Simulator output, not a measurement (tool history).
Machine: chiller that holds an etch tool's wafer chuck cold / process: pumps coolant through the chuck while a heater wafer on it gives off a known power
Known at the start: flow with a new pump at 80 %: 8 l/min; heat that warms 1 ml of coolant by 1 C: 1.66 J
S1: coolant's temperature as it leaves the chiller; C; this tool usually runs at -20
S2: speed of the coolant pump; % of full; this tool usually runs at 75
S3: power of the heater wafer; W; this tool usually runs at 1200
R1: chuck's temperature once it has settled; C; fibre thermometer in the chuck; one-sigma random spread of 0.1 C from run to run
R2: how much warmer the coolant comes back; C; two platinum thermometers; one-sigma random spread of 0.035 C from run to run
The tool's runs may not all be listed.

{"run": 1, "hour": 0.0, "S1": -20, "S2": 75, "S3": 1200, "R1": -7.6, "R2": 5.81}
{"run": 2, "hour": 117.4, "S1": -20, "S2": 75, "S3": 1200, "R1": -7.9, "R2": 5.86}
{"run": 3, "hour": 305.2, "S1": -20, "S2": 75, "S3": 1200, "R1": -7.6, "R2": 5.81}
{"run": 4, "hour": 476.5, "S1": -20, "S2": 75, "S3": 1200, "R1": -7.8, "R2": 5.84}
{"run": 5, "hour": 662.8, "S1": -20, "S2": 75, "S3": 1200, "R1": -7.8, "R2": 5.83}
{"hour": 784.3, "done": "coolant changed, channels flushed"}
{"run": 6, "hour": 794.7, "S1": -20, "S2": 75, "S3": 1200, "R1": -7.8, "R2": 5.81}
{"run": 7, "hour": 968.4, "S1": -20, "S2": 81, "S3": 1200, "R1": -8.5, "R2": 5.29}
{"run": 8, "hour": 1082.9, "S1": -20, "S2": 81, "S3": 1200, "R1": -8.7, "R2": 5.28}
{"run": 9, "hour": 1204.0, "S1": -20, "S2": 81, "S3": 1200, "R1": -8.8, "R2": 5.23}
{"run": 10, "hour": 1385.4, "S1": -20, "S2": 81, "S3": 1200, "R1": -8.4, "R2": 5.24}
{"run": 11, "hour": 1519.4, "S1": -20, "S2": 75, "S3": 1200, "R1": -7.7, "R2": 5.7}
{"run": 12, "hour": 1641.4, "S1": -19, "S2": 75, "S3": 1200, "R1": -6.6, "R2": 5.75}
{"run": 13, "hour": 1722.8, "S1": -17, "S2": 75, "S3": 1200, "R1": -4.8, "R2": 5.7}
{"run": 14, "hour": 1906.5, "S1": -17, "S2": 75, "S3": 1200, "R1": -4.9, "R2": 5.68}
{"run": 15, "hour": 2105.0, "S1": -17, "S2": 75, "S3": 662, "R1": -10.3, "R2": 3.03}
{"run": 16, "hour": 2260.3, "S1": -17, "S2": 75, "S3": 662, "R1": -10.2, "R2": 2.98}
{"run": 17, "hour": 2348.0, "S1": -17, "S2": 75, "S3": 662, "R1": -10.5, "R2": 2.97}
{"run": 18, "hour": 2545.3, "S1": -17, "S2": 75, "S3": 662, "R1": -10.3, "R2": 3.02}
{"run": 19, "hour": 2703.7, "S1": -11, "S2": 64, "S3": 1233, "R1": 3.4, "R2": 6.85}
{"run": 20, "hour": 2875.7, "S1": -12, "S2": 96, "S3": 1200, "R1": -2, "R2": 4.22}
{"run": 21, "hour": 3014.7, "S1": -16, "S2": 73, "S3": 771, "R1": -7.9, "R2": 3.52}
{"run": 22, "hour": 3141.5, "S1": -29, "S2": 77, "S3": 1345, "R1": -15.5, "R2": 6.1}
{"run": 23, "hour": 3263.4, "S1": -20, "S2": 62, "S3": 1244, "R1": -5, "R2": 7.19}
{"run": 24, "hour": 3389.6, "S1": -20, "S2": 62, "S3": 1244, "R1": -4.9, "R2": 7.24}
{"run": 25, "hour": 3510.2, "S1": -20, "S2": 77, "S3": 716, "R1": -12.8, "R2": 3.08}
{"run": 26, "hour": 3613.9, "S1": -14, "S2": 75, "S3": 629, "R1": -7.5, "R2": 2.72}
{"run": 27, "hour": 3795.4, "S1": -14, "S2": 68, "S3": 786, "R1": -5.2, "R2": 3.89}
{"hour": 3831.9, "done": "gauge calibrated"}
{"run": 28, "hour": 3890.0, "S1": -14, "S2": 68, "S3": 786, "R1": -5.2, "R2": 4.34}
{"run": 29, "hour": 4008.0, "S1": -25, "S2": 96, "S3": 1188, "R1": -15.4, "R2": 4.39}
{"run": 30, "hour": 4173.1, "S1": -12, "S2": 75, "S3": 1440, "R1": 2.9, "R2": 6.95}
{"run": 31, "hour": 4265.5, "S1": -15, "S2": 62, "S3": 883, "R1": -4.2, "R2": 5.28}

Alternative continuations, all from the tool just after run 31; predict every row:
{"run": "A", "hour": 4377.8, "S1": -20, "S2": 75, "S3": 1571, "R1": "?", "R2": "?"}
{"run": "B", "hour": 4377.8, "S1": -21, "S2": 68, "S3": 708, "R1": "?", "R2": "?"}
{"run": "C", "hour": 4377.8, "S1": -17, "S2": 76, "S3": 1500, "R1": "?", "R2": "?"}
{"run": "D", "hour": 4377.8, "S1": -20, "S2": 69, "S3": 1640, "R1": "?", "R2": "?"}

run=A R1=-3.9 R2=7.51
run=B R1=-13.2 R2=3.82
run=C R1=-1.9 R2=7.22
run=D R1=-1.8 R2=8.77
The same runs, with their run-to-run variation unchanged, on a tool lacking any hidden condition would have given:
run=A R1=-4 R2=7.55
run=B R1=-13.3 R2=3.86
run=C R1=-1.9 R2=7.26
run=D R1=-1.9 R2=8.8
